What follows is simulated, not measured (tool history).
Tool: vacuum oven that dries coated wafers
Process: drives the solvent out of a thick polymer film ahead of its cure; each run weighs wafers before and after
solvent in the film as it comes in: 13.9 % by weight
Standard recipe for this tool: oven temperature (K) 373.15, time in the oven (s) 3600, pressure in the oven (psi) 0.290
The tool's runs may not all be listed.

run 1 hour=0.0 | oven_temperature_(K)=373.15 time_in_the_oven_(s)=3600 pressure_in_the_oven_(psi)=0.290 | solvent_left_in_the_film_(%)=4.93
run 2 hour=12.9 | oven_temperature_(K)=373.15 time_in_the_oven_(s)=3600 pressure_in_the_oven_(psi)=0.290 | solvent_left_in_the_film_(%)=5.06
run 3 hour=23.3 | oven_temperature_(K)=373.15 time_in_the_oven_(s)=3600 pressure_in_the_oven_(psi)=0.290 | solvent_left_in_the_film_(%)=5.06
run 4 hour=33.4 | oven_temperature_(K)=385.15 time_in_the_oven_(s)=3600 pressure_in_the_oven_(psi)=0.290 | solvent_left_in_the_film_(%)=2.98
run 5 hour=47.7 | oven_temperature_(K)=367.15 time_in_the_oven_(s)=3600 pressure_in_the_oven_(psi)=0.290 | solvent_left_in_the_film_(%)=6.70
run 6 hour=58.9 | oven_temperature_(K)=373.15 time_in_the_oven_(s)=2340 pressure_in_the_oven_(psi)=0.290 | solvent_left_in_the_film_(%)=6.05
-- hour=61.6 oven's thermocouples calibrated
run 7 hour=73.8 | oven_temperature_(K)=373.15 time_in_the_oven_(s)=2340 pressure_in_the_oven_(psi)=0.290 | solvent_left_in_the_film_(%)=6.00
run 8 hour=86.7 | oven_temperature_(K)=363.15 time_in_the_oven_(s)=3600 pressure_in_the_oven_(psi)=0.290 | solvent_left_in_the_film_(%)=7.80
run 9 hour=93.3 | oven_temperature_(K)=359.15 time_in_the_oven_(s)=3600 pressure_in_the_oven_(psi)=0.290 | solvent_left_in_the_film_(%)=8.81
run 10 hour=103.4 | oven_temperature_(K)=378.15 time_in_the_oven_(s)=3600 pressure_in_the_oven_(psi)=0.290 | solvent_left_in_the_film_(%)=4.23
run 11 hour=116.6 | oven_temperature_(K)=373.15 time_in_the_oven_(s)=3600 pressure_in_the_oven_(psi)=0.290 | solvent_left_in_the_film_(%)=5.08
run 12 hour=123.2 | oven_temperature_(K)=374.15 time_in_the_oven_(s)=2940 pressure_in_the_oven_(psi)=0.405 | solvent_left_in_the_film_(%)=6.79
run 13 hour=138.9 | oven_temperature_(K)=374.15 time_in_the_oven_(s)=2940 pressure_in_the_oven_(psi)=0.405 | solvent_left_in_the_film_(%)=6.76
-- hour=145.0 oven's thermocouples calibrated, once more
run 14 hour=151.2 | oven_temperature_(K)=366.15 time_in_the_oven_(s)=3780 pressure_in_the_oven_(psi)=0.267 | solvent_left_in_the_film_(%)=6.05
run 15 hour=158.5 | oven_temperature_(K)=367.15 time_in_the_oven_(s)=3840 pressure_in_the_oven_(psi)=0.313 | solvent_left_in_the_film_(%)=6.61
run 16 hour=166.8 | oven_temperature_(K)=383.15 time_in_the_oven_(s)=3600 pressure_in_the_oven_(psi)=0.408 | solvent_left_in_the_film_(%)=4.42
run 17 hour=173.8 | oven_temperature_(K)=383.15 time_in_the_oven_(s)=3600 pressure_in_the_oven_(psi)=0.408 | solvent_left_in_the_film_(%)=4.33
run 18 hour=186.3 | oven_temperature_(K)=383.15 time_in_the_oven_(s)=3600 pressure_in_the_oven_(psi)=0.408 | solvent_left_in_the_film_(%)=4.46
run 19 hour=193.8 | oven_temperature_(K)=383.15 time_in_the_oven_(s)=3600 pressure_in_the_oven_(psi)=0.408 | solvent_left_in_the_film_(%)=4.35
run 20 hour=206.0 | oven_temperature_(K)=386.15 time_in_the_oven_(s)=4920 pressure_in_the_oven_(psi)=0.899 | solvent_left_in_the_film_(%)=8.34

What will run 21 give?
run 21 hour=222.1 | oven_temperature_(K)=386.15 time_in_the_oven_(s)=4920 pressure_in_the_oven_(psi)=0.899 | solvent_left_in_the_film_(%)=?

{"run 21": {"solvent left in the film (%)": 8.35}}
Minus the tool's unlogged condition, the same run would have read solvent left in the film (%) 8.29.
